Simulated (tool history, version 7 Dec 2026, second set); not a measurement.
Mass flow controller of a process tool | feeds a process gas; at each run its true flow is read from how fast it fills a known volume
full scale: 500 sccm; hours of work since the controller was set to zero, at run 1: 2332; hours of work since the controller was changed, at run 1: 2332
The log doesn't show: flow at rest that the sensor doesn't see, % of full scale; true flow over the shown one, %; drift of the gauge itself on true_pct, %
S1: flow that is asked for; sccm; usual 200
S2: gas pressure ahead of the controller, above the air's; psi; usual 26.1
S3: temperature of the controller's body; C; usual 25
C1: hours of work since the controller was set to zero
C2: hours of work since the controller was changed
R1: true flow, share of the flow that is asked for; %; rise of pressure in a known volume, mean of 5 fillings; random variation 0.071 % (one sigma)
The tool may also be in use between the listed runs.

run	hour	S1	S2	S3	C1	C2	R1
1	0.0	200	26.1	25	2332	2332	99.29
2	222.8	200	26.1	25	2503	2503	99.28
3	431.8	200	26.1	25	2664	2664	99.30
4	757.4	200	26.1	25	2915	2915	99.20
5	1033.2	200	26.1	25	3128	3128	99.06
6	1238.2	200	26.1	25	3286	3286	99.35
7	1570.8	200	26.1	25	3542	3542	99.16
8	1842.7	59	26.1	25	3752	3752	105.28
9	2186.8	59	26.1	25	4017	4017	105.79
# hour 2400.1: controller's zero set anew
10	2424.7	59	26.1	25	19	4200	96.43
11	2590.8	59	26.1	25	147	4328	96.50
12	2875.1	59	26.1	25	366	4547	97.05
13	3180.2	59	29.6	25	601	4782	97.56
14	3357.5	59	29.6	25	738	4918	97.88
15	3687.0	59	29.6	25	992	5172	98.06
16	4027.7	59	29.6	25	1254	5435	98.78
17	4184.0	59	29.6	25	1375	5555	98.89
# hour 4406.0: controller exchanged for a calibrated one
18	4542.7	59	29.6	25	105	105	99.88
19	4707.4	59	29.6	27	232	232	100.22
20	4891.0	200	26.1	21	374	374	99.53
21	5043.8	200	31.8	25	492	492	99.87
22	5354.9	200	31.8	25	731	731	99.95
23	5552.3	200	26.1	29	883	883	99.86
24	5884.0	200	26.1	29	1139	1139	99.76
25	6096.9	200	35.7	29	1303	1303	100.04
26	6444.2	218	35.7	28	1571	1571	100.00
27	6616.7	218	35.7	28	1704	1704	100.12
28	6812.2	94	20.5	39	1854	1854	101.64
29	7110.3	101	26.1	25	2084	2084	101.00
30	7289.0	101	26.1	25	2222	2222	101.15
31	7449.5	200	23.8	24	2345	2345	99.49
32	7795.3	200	23.8	24	2612	2612	99.35
33	7945.1	81	33.1	24	2727	2727	102.64
34	8176.2	81	33.1	24	2905	2905	102.79
35	8379.2	81	33.1	24	3062	3062	103.00
36	8612.2	81	33.1	24	3241	3241	103.11
37	8945.1	81	33.1	24	3498	3498	103.30
38	9243.2	395	33.1	25	3727	3727	98.61
39	9591.7	200	33.6	26	3996	3996	99.80
# hour 9836.7: controller's zero set anew
40	9898.1	200	33.6	26	47	4232	96.73
41	10044.5	219	24.2	26	160	4345	96.62
42	10216.2	219	24.2	26	292	4477	96.52
43	10390.5	219	22.5	26	427	4611	96.39
44	10593.2	219	22.5	26	583	4767	96.44
45	10946.3	476	22.5	33	855	5039	96.58
46	11177.7	85	26.4	24	1033	5218	97.62
47	11336.0	85	26.4	24	1155	5340	97.55

3 ways to go on from here, each from the tool as it stands after run 47. What would each give?
A	11515.4	181	26.1	25	1294	5478	?
B	11515.4	138	26.4	39	1294	5478	?
C	11515.4	272	35.8	31	1294	5478	?

run	R1
A	96.34
B	97.55
C	96.75
Without the tool's hidden state the same runs would have given:
run	R1
A	99.50
B	100.36
C	100.30

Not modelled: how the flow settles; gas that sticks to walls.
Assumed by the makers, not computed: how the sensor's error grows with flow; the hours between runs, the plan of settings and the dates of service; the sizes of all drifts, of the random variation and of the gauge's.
